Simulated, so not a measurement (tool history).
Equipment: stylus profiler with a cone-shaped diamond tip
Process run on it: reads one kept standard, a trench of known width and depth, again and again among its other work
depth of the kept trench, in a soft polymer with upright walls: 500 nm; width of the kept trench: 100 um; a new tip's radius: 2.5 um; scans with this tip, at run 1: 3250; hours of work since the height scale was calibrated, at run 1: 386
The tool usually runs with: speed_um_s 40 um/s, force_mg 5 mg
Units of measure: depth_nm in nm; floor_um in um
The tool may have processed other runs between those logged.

run	day	speed_um_s	force_mg	scans with this tip	hours of work since the height scale was calibrated	depth_nm	floor_um
1	0	40	5	3250	386	511.62	96.56
2	1.038	40	5	3343	398	511.8	96.51
3	1.546	40	5	3390	403	511.61	96.44
4	2.733	40	2.59	3497	416	507.22	96.41
5	3.862	40	2.59	3598	428	507.4	96.44
6	4.462	40	2.59	3652	434	507.53	96.42
7	5.483	40	2.59	3744	445	507.41	96.37
8	6.183	40	9.42	3808	453	517.94	96.45
9	6.971	40	3.2	3879	461	507.99	96.4
10	7.7	40	3.2	3945	469	508.61	96.34
11	8.604	40	13.76	4026	479	523.24	96.46
12	9.254	11	10.36	4085	486	519.51	96.48
13	9.992	11	10.36	4151	494	518.96	96.42
14	11.204	18	2.06	4261	507	506.05	96.38
15	12.396	92	3.63	4368	519	509.31	96.21
16	13.504	92	3.63	4468	531	509.49	96.17
17	14.542	92	11.71	4562	542	520.56	96.31
18	15.762	104	1.76	4672	556	505.27	96.02
19	16.783	40	2.24	4764	566	506.51	96.27
20	17.512	149	3.37	4830	574	508.46	95.96

3 ways to go on from here, each from the tool as it stands after run 20. What would each give?
A	18.075	66	5	4881	580	?	?
B	18.075	102	13.21	4881	580	?	?
C	18.075	38	6.92	4881	580	?	?

run	depth_nm	floor_um
A	511.44	96.3
B	522.37	96.23
C	514.37	96.29
Stripped of hidden state, with their random variation kept, the same runs would have yielded:
run	depth_nm	floor_um
A	511.96	96.89
B	522.9	96.82
C	514.89	96.88

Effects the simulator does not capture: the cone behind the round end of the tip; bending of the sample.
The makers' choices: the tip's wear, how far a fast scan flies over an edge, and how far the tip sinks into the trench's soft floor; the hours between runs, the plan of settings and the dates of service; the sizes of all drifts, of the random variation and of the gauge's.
